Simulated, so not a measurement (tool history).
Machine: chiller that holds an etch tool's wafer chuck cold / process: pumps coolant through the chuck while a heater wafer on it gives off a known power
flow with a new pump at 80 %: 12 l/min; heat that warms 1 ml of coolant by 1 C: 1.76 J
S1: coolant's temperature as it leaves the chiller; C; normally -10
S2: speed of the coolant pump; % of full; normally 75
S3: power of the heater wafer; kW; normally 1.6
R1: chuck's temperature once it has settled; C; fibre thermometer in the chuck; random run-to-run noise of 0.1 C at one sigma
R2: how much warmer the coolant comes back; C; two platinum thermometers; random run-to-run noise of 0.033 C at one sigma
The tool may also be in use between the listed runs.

run 1 day=0 | S1=-10 S2=75 S3=1.6 | R1=5.3 R2=4.91
run 2 day=2.429 | S1=-10 S2=75 S3=1.6 | R1=5.4 R2=4.89
run 3 day=6.708 | S1=-1 S2=75 S3=1.6 | R1=14.4 R2=4.93
run 4 day=11.229 | S1=-1 S2=75 S3=1.6 | R1=14.4 R2=4.88
run 5 day=14.367 | S1=-1 S2=75 S3=1.025 | R1=9 R2=3.18
run 6 day=17.871 | S1=-1 S2=75 S3=1.025 | R1=8.9 R2=3.2
run 7 day=21.025 | S1=-1 S2=75 S3=1.025 | R1=8.9 R2=3.11
run 8 day=25.533 | S1=-1 S2=75 S3=1.025 | R1=9 R2=3.16
run 9 day=30.921 | S1=-1 S2=75 S3=1.025 | R1=8.9 R2=3.16
run 10 day=34.671 | S1=-8 S2=77 S3=2.081 | R1=12.1 R2=6.27
run 11 day=37.504 | S1=-1 S2=63 S3=1.191 | R1=13.1 R2=4.45
run 12 day=40.571 | S1=-1 S2=63 S3=1.191 | R1=13 R2=4.51
run 13 day=43.646 | S1=-10 S2=60 S3=1.55 | R1=9.4 R2=6.18
run 14 day=46.833 | S1=-10 S2=60 S3=1.55 | R1=9.4 R2=6.12
-- day=50.217 chiller's thermometer calibrated
run 15 day=50.821 | S1=-10 S2=60 S3=1.55 | R1=9.8 R2=6.25

What if the next run were any one of these 4? Each begins from the tool's condition after run 15:
run A day=53.954 | S1=-6 S2=60 S3=2.08 | R1=? R2=?
run B day=53.954 | S1=-10 S2=90 S3=1.55 | R1=? R2=?
run C day=53.954 | S1=-2 S2=62 S3=1.55 | R1=? R2=?
run D day=53.954 | S1=-13 S2=84 S3=1.55 | R1=? R2=?

run=A R1=20.7 R2=8.33
run=B R1=3.3 R2=4.03
run=C R1=17.3 R2=5.94
run=D R1=1.2 R2=4.29
With no hidden state in the tool, these same runs would have given:
run=A R1=15.1 R2=8.12
run=B R1=0.5 R2=3.93
run=C R1=13.3 R2=5.79
run=D R1=-1.8 R2=4.18
